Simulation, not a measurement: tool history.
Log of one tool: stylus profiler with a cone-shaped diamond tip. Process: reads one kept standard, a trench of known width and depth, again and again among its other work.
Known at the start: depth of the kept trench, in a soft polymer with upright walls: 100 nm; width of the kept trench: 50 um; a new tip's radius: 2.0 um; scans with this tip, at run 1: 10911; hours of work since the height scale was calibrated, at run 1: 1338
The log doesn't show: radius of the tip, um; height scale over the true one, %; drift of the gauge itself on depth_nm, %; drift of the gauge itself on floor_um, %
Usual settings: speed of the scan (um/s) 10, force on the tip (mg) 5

| run | hour | speed of the scan (um/s) | force on the tip (mg) | scans with this tip | hours of work since the height scale was calibrated | depth of the trench (Å) | width of the trench's floor (µm) |
|---|---|---|---|---|---|---|---|
| 1 | 0 | 10 | 5 | 10911 | 1338 | 1019.8 | 48.76 |
| 2 | 54 | 10 | 2.5 | 11232 | 1377 | 1012.6 | 48.71 |
| 3 | 137.2 | 8 | 5 | 11727 | 1438 | 1019.6 | 48.67 |
| 4 | 204.5 | 5 | 5 | 12128 | 1487 | 1020.4 | 48.68 |
| 5 | 282.2 | 5 | 5 | 12590 | 1544 | 1019.3 | 48.66 |
| 6 | 338.5 | 28 | 5 | 12926 | 1585 | 1019.8 | 48.66 |
| 7 | 405.2 | 10 | 5 | 13322 | 1634 | 1020.1 | 48.73 |
| 8 | 508.3 | 10 | 5 | 13936 | 1709 | 1019.5 | 48.67 |
| 9 | 574 | 10 | 5 | 14327 | 1757 | 1019.8 | 48.77 |
| 10 | 651.9 | 10 | 5 | 14791 | 1814 | 1019.7 | 48.63 |
| 11 | 702.2 | 2 | 5 | 15090 | 1851 | 1019.5 | 48.75 |
|  | 729.2 | height scale calibrated on a step standard |
| 12 | 760.3 | 10 | 12.72 | 15433 | 23 | 1036.4 | 48.68 |
| 13 | 853.5 | 16 | 5 | 15988 | 91 | 1019.2 | 48.68 |
| 14 | 905 | 16 | 5 | 16294 | 128 | 1019.7 | 48.67 |
| 15 | 980.9 | 16 | 5 | 16746 | 184 | 1020.1 | 48.68 |
|  | 1012.8 | new tip fitted, height scale calibrated |
| 16 | 1037.3 | 10 | 5 | 146 | 18 | 1020.2 | 48.72 |
| 17 | 1126.4 | 10 | 5 | 676 | 83 | 1019.7 | 48.74 |
| 18 | 1209.8 | 10 | 5 | 1173 | 144 | 1019.1 | 48.72 |
| 19 | 1258 | 5 | 5 | 1459 | 179 | 1019.5 | 48.77 |
| 20 | 1305.4 | 5 | 5 | 1742 | 214 | 1020.5 | 48.72 |
| 21 | 1388.3 | 5 | 5 | 2235 | 274 | 1019.3 | 48.7 |
| 22 | 1484.2 | 10 | 5 | 2806 | 344 | 1019.5 | 48.72 |
| 23 | 1543.8 | 16 | 5 | 3160 | 388 | 1019 | 48.69 |
| 24 | 1615.7 | 25 | 5 | 3588 | 440 | 1019.4 | 48.67 |
| 25 | 1701.5 | 25 | 5 | 4099 | 503 | 1019.4 | 48.7 |
| 26 | 1802.6 | 17 | 4.53 | 4701 | 576 | 1017.8 | 48.71 |
| 27 | 1856.9 | 9 | 5.08 | 5024 | 616 | 1019.6 | 48.72 |
| 28 | 1904.8 | 9 | 5.08 | 5309 | 651 | 1020 | 48.68 |
| 29 | 1954.5 | 29 | 6.22 | 5605 | 687 | 1022.6 | 48.67 |
| 30 | 2052.7 | 29 | 6.22 | 6189 | 759 | 1023.2 | 48.67 |
| 31 | 2107.9 | 6 | 6.22 | 6518 | 799 | 1022.8 | 48.7 |
| 32 | 2188.1 | 10 | 1.92 | 6995 | 858 | 1010.6 | 48.75 |
| 33 | 2264.5 | 15 | 7.18 | 7450 | 914 | 1024 | 48.75 |
| 34 | 2311 | 6 | 1.69 | 7727 | 948 | 1009.3 | 48.74 |
| 35 | 2397.2 | 6 | 1.69 | 8240 | 1010 | 1008.9 | 48.7 |
| 36 | 2448.1 | 8 | 2.42 | 8543 | 1048 | 1011.9 | 48.73 |
| 37 | 2510.6 | 8 | 2.42 | 8915 | 1093 | 1011.9 | 48.72 |
| 38 | 2607.6 | 30 | 2.42 | 9492 | 1164 | 1011.8 | 48.54 |
| 39 | 2714.2 | 15 | 11.3 | 10127 | 1242 | 1034.4 | 48.74 |
| 40 | 2763.2 | 10 | 1.9 | 10418 | 1278 | 1010.6 | 48.64 |
| 41 | 2859.6 | 10 | 1.9 | 10992 | 1348 | 1010.3 | 48.74 |
| 42 | 2913 | 10 | 1.9 | 11310 | 1387 | 1010.2 | 48.73 |
| 43 | 2964.1 | 19 | 12.94 | 11614 | 1424 | 1037.3 | 48.65 |

Hidden state at the last listed run before each entry between runs and at the first one after, where it differs:
Between runs 11 and 12: height scale calibrated on a step standard (hour 729.2)
  height scale over the true one, %: 0.009 -> 0.001
  measured less the result without the state, width of the trench's floor (µm): -0.04 -> -0.04
Between runs 15 and 16: new tip fitted, height scale calibrated (hour 1012.8)
  radius of the tip, um: 2.12 -> 2; height scale over the true one, %: 0.002 -> 0
  measured less the result without the state, width of the trench's floor (µm): -0.04 -> +0

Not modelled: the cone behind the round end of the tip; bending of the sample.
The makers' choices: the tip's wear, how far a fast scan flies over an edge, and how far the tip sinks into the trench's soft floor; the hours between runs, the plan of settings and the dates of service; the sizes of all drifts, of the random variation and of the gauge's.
